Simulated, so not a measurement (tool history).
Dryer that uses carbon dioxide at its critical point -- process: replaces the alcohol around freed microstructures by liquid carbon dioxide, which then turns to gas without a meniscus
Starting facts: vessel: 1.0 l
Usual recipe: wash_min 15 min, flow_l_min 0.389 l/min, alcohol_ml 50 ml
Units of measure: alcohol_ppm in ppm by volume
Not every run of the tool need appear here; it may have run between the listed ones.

run,hour,wash_min,flow_l_min,alcohol_ml,alcohol_ppm
1,0,15,0.389,50,1364
2,22.5,15,0.389,50,1337
3,48.9,15,0.389,50,1410
4,69.6,10,0.389,50,4689
5,102.6,15,0.389,60,1796
6,137.1,15,0.389,75,1305
7,167.5,15,0.389,75,1310
8,196.5,15,0.389,75,1321
9,214.8,15,0.389,75,1378
10,254.2,15,0.389,75,1428
11,290.3,22,0.389,50,191
12,325,15,0.389,81,1627
13,361.2,15,0.389,81,1664
14,381.1,15,0.389,81,1719
15,405.6,15,0.389,50,1088
16,433,15,0.389,50,1151
17,466.3,15,0.389,50,1152
18,483.9,15,0.389,50,1185
19,510.9,15,0.389,50,1207
20,542.3,15,0.389,50,1237
21,579.8,17,0.389,50,816
22,617.8,17,0.389,50,826
23,656.4,15,0.351,50,1919
24,679.8,15,0.351,50,1946
25,713.1,11,0.389,50,3655
26,747,11,0.389,50,3616
27,787.3,10,0.471,92,3456
28,821.3,18,0.248,45,2028
29,838.7,19,0.651,30,98
30,879,19,0.651,30,109
31,912.8,19,0.651,30,109
32,931.8,11,0.26,23,3266
33,970.1,11,0.26,23,3336
34,1003,19,0.487,46,210
35,1022.2,10,0.389,80,6038
36,1044.1,21,0.389,80,468
37,1062.6,17,0.445,82,668
38,1080.6,10,0.445,27,1586
39,1111,20,0.445,73,337
40,1148.9,23,0.389,50,288
41,1184.1,12,0.389,22,1207
42,1214.6,12,0.238,103,16179
43,1239.1,18,0.234,50,3452
44,1277.9,16,0.526,96,632
45,1318.1,16,0.526,96,657
46,1354.7,19,0.389,50,664

Not shown: 2 entries that the log had between the listed runs. Between which runs, and how does the tool's hidden state differ before and after?
Runs 5 to 6: inlet filter changed (hour 119.5)
  flow that reaches the vessel past the clogged filter, %: 86.2 -> 99.5; alcohol in the recycled carbon dioxide, ppm: 16.6 -> 20.4
  the result without the hidden state subtracted from the measured one, alcohol_ppm: +778 -> +42 ppm by volume
Runs 26 to 27: inlet filter changed (hour 784)
  flow that reaches the vessel past the clogged filter, %: 87.3 -> 99.8; alcohol in the recycled carbon dioxide, ppm: 86.3 -> 90.4
  the result without the hidden state subtracted from the measured one, alcohol_ppm: +1198 -> +102 ppm by volume
